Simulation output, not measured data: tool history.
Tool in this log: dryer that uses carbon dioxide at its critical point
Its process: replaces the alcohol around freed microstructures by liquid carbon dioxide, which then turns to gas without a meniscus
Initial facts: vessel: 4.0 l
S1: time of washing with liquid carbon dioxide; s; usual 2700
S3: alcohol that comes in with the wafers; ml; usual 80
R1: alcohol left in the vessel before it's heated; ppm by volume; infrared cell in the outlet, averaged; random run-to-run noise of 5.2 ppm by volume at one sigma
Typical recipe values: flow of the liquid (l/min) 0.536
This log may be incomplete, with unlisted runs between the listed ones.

{"run": 1, "hour": 0.0, "S1": 2700, "flow of the liquid (l/min)": 0.536, "S3": 80, "R1": 137}
{"run": 2, "hour": 7.4, "S1": 2700, "flow of the liquid (l/min)": 0.549, "S3": 80, "R1": 120}
{"run": 3, "hour": 15.1, "S1": 2700, "flow of the liquid (l/min)": 0.536, "S3": 80, "R1": 132}
{"run": 4, "hour": 28.2, "S1": 2700, "flow of the liquid (l/min)": 0.536, "S3": 80, "R1": 132}
{"run": 5, "hour": 43.3, "S1": 2700, "flow of the liquid (l/min)": 0.536, "S3": 80, "R1": 138}
{"run": 6, "hour": 57.4, "S1": 2700, "flow of the liquid (l/min)": 0.536, "S3": 80, "R1": 135}
{"run": 7, "hour": 65.9, "S1": 2700, "flow of the liquid (l/min)": 0.536, "S3": 80, "R1": 136}
{"run": 8, "hour": 79.1, "S1": 2700, "flow of the liquid (l/min)": 0.536, "S3": 80, "R1": 138}
{"run": 9, "hour": 88.7, "S1": 2700, "flow of the liquid (l/min)": 0.536, "S3": 80, "R1": 152}
{"run": 10, "hour": 99.1, "S1": 2700, "flow of the liquid (l/min)": 0.342, "S3": 80, "R1": 657}
{"run": 11, "hour": 106.9, "S1": 2700, "flow of the liquid (l/min)": 0.436, "S3": 80, "R1": 290}
{"run": 12, "hour": 121.3, "S1": 2700, "flow of the liquid (l/min)": 0.436, "S3": 23, "R1": 121}
{"run": 13, "hour": 129.3, "S1": 2700, "flow of the liquid (l/min)": 0.609, "S3": 80, "R1": 101}
{"run": 14, "hour": 139.4, "S1": 2700, "flow of the liquid (l/min)": 0.609, "S3": 80, "R1": 99}
{"run": 15, "hour": 151.1, "S1": 2700, "flow of the liquid (l/min)": 0.609, "S3": 80, "R1": 98}
{"run": 16, "hour": 167.8, "S1": 2700, "flow of the liquid (l/min)": 0.609, "S3": 80, "R1": 105}
{"run": 17, "hour": 182.7, "S1": 2700, "flow of the liquid (l/min)": 0.609, "S3": 80, "R1": 101}
{"run": 18, "hour": 199.7, "S1": 2700, "flow of the liquid (l/min)": 0.609, "S3": 80, "R1": 102}
{"run": 19, "hour": 207.6, "S1": 4200, "flow of the liquid (l/min)": 0.536, "S3": 80, "R1": 69}
{"run": 20, "hour": 216.9, "S1": 2700, "flow of the liquid (l/min)": 0.536, "S3": 80, "R1": 154}
{"run": 21, "hour": 225.7, "S1": 2700, "flow of the liquid (l/min)": 0.536, "S3": 80, "R1": 153}
{"run": 22, "hour": 241.2, "S1": 2700, "flow of the liquid (l/min)": 0.444, "S3": 80, "R1": 300}
{"run": 23, "hour": 255.5, "S1": 2700, "flow of the liquid (l/min)": 0.444, "S3": 80, "R1": 313}
{"run": 24, "hour": 266.1, "S1": 2700, "flow of the liquid (l/min)": 0.444, "S3": 80, "R1": 301}
{"run": 25, "hour": 276.7, "S1": 3420, "flow of the liquid (l/min)": 0.65, "S3": 76, "R1": 69}
{"run": 26, "hour": 292.8, "S1": 2700, "flow of the liquid (l/min)": 0.536, "S3": 37, "R1": 119}
{"run": 27, "hour": 307.6, "S1": 2700, "flow of the liquid (l/min)": 0.574, "S3": 58, "R1": 117}
{"run": 28, "hour": 322.8, "S1": 2700, "flow of the liquid (l/min)": 0.574, "S3": 58, "R1": 119}
{"run": 29, "hour": 338.7, "S1": 3240, "flow of the liquid (l/min)": 0.58, "S3": 87, "R1": 101}
{"run": 30, "hour": 349.0, "S1": 3240, "flow of the liquid (l/min)": 0.776, "S3": 102, "R1": 69}
{"run": 31, "hour": 364.5, "S1": 2040, "flow of the liquid (l/min)": 0.344, "S3": 56, "R1": 1119}
{"run": 32, "hour": 378.8, "S1": 2700, "flow of the liquid (l/min)": 0.519, "S3": 75, "R1": 196}
{"run": 33, "hour": 394.2, "S1": 2700, "flow of the liquid (l/min)": 0.519, "S3": 75, "R1": 178}
{"run": 34, "hour": 407.7, "S1": 2700, "flow of the liquid (l/min)": 0.536, "S3": 50, "R1": 140}
{"run": 35, "hour": 420.5, "S1": 4140, "flow of the liquid (l/min)": 0.679, "S3": 62, "R1": 80}
{"run": 36, "hour": 438.0, "S1": 1920, "flow of the liquid (l/min)": 0.468, "S3": 23, "R1": 289}
{"run": 37, "hour": 454.9, "S1": 1920, "flow of the liquid (l/min)": 0.536, "S3": 26, "R1": 217}
{"run": 38, "hour": 468.1, "S1": 1920, "flow of the liquid (l/min)": 0.536, "S3": 26, "R1": 233}
{"run": 39, "hour": 479.4, "S1": 4020, "flow of the liquid (l/min)": 0.536, "S3": 116, "R1": 94}
{"run": 40, "hour": 494.6, "S1": 2700, "flow of the liquid (l/min)": 0.731, "S3": 47, "R1": 89}
{"run": 41, "hour": 511.5, "S1": 2520, "flow of the liquid (l/min)": 0.536, "S3": 24, "R1": 126}
{"run": 42, "hour": 519.6, "S1": 2520, "flow of the liquid (l/min)": 0.536, "S3": 24, "R1": 128}
{"run": 43, "hour": 531.6, "S1": 2280, "flow of the liquid (l/min)": 0.536, "S3": 80, "R1": 334}
{"run": 44, "hour": 539.4, "S1": 3480, "flow of the liquid (l/min)": 0.536, "S3": 61, "R1": 106}
{"run": 45, "hour": 551.0, "S1": 3480, "flow of the liquid (l/min)": 0.536, "S3": 61, "R1": 115}
{"run": 46, "hour": 564.3, "S1": 3480, "flow of the liquid (l/min)": 0.536, "S3": 25, "R1": 101}
{"run": 47, "hour": 580.1, "S1": 4020, "flow of the liquid (l/min)": 0.397, "S3": 74, "R1": 149}

Measured minus without-hidden-state, run by run (identical run-to-run variation in each term; gauge scatter may differ):
What the log doesn't record here: flow that reaches the vessel past the clogged filter, %; alcohol in the recycled carbon dioxide, ppm; drift of the gauge itself on alcohol_ppm, %.
run=1 R1=+43
run=2 R1=+45
run=3 R1=+45
run=4 R1=+48
run=5 R1=+49
run=6 R1=+52
run=7 R1=+52
run=8 R1=+53
run=9 R1=+57
run=10 R1=+84
run=11 R1=+68
run=12 R1=+54
run=13 R1=+54
run=14 R1=+55
run=15 R1=+56
run=16 R1=+60
run=17 R1=+60
run=18 R1=+61
run=19 R1=+56
run=20 R1=+68
run=21 R1=+70
run=22 R1=+88
run=23 R1=+90
run=24 R1=+91
run=25 R1=+61
run=26 R1=+70
run=27 R1=+72
run=28 R1=+73
run=29 R1=+71
run=30 R1=+68
run=31 R1=+166
run=32 R1=+92
run=33 R1=+90
run=34 R1=+86
run=35 R1=+72
run=36 R1=+102
run=37 R1=+97
run=38 R1=+99
run=39 R1=+80
run=40 R1=+81
run=41 R1=+88
run=42 R1=+91
run=43 R1=+132
run=44 R1=+87
run=45 R1=+90
run=46 R1=+86
run=47 R1=+102
